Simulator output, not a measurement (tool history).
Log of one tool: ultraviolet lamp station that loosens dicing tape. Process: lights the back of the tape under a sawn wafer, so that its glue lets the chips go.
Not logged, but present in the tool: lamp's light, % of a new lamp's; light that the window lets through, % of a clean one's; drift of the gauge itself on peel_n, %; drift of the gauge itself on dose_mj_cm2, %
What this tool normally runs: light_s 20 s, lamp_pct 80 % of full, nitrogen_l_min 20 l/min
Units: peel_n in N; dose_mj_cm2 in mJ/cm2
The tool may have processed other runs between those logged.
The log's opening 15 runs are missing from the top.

run	hour	light_s	lamp_pct	nitrogen_l_min	hours of work of the lamp	hours of work since the window was cleaned	peel_n	dose_mj_cm2
16	641.6	20	70	20	593	678	1.105	291
# hour 672.9: window cleaned of glue's vapour
17	687.5	20	70	20	615	7	0.855	349
18	719.2	20	80	20	630	22	0.676	386
19	758.8	19	80	20	649	41	0.740	370
20	801.2	19	80	20	669	61	0.764	365
21	853.8	19	80	20	694	86	0.774	365
22	895.1	29	60	20	714	106	0.610	407
23	953.8	20	80	7	742	134	1.275	369
24	985.1	20	80	7	757	149	1.228	367
25	1015.2	20	80	7	771	163	1.317	371
26	1059.3	20	62	22	792	184	1.102	283
27	1108.0	26	80	8	815	207	0.814	466
28	1171.5	15	73	17	845	237	1.514	242
29	1231.8	15	73	17	874	266	1.579	237
30	1268.1	35	89	26	891	283	0.196	672
31	1320.5	35	89	26	916	308	0.209	665
32	1358.8	35	89	26	934	327	0.202	654
33	1394.4	14	74	26	951	343	1.516	221
34	1451.6	18	80	20	979	371	1.072	294
35	1506.7	18	80	20	1005	397	1.065	290
36	1538.1	18	80	20	1020	412	1.097	293
37	1569.7	30	80	33	1035	427	0.326	485
38	1623.8	30	80	33	1061	453	0.346	480
39	1682.1	20	76	20	1088	480	1.043	298

Consider 5 possible next runs. They are alternatives, not a sequence: every one starts from the tool as it was left by run 39. What does each give?
A	1735.3	14	80	19	1114	506	?	?
B	1735.3	20	93	20	1114	506	?	?
C	1735.3	20	76	16	1114	506	?	?
D	1735.3	38	83	31	1114	506	?	?
E	1735.3	21	80	20	1114	506	?	?

run	peel_n	dose_mj_cm2
A	1.636	216
B	0.783	357
C	1.206	292
D	0.215	616
E	0.917	325
Had the tool no hidden state, the same runs would have come out as:
run	peel_n	dose_mj_cm2
A	0.937	322
B	0.359	532
C	0.616	435
D	0.132	915
E	0.434	483

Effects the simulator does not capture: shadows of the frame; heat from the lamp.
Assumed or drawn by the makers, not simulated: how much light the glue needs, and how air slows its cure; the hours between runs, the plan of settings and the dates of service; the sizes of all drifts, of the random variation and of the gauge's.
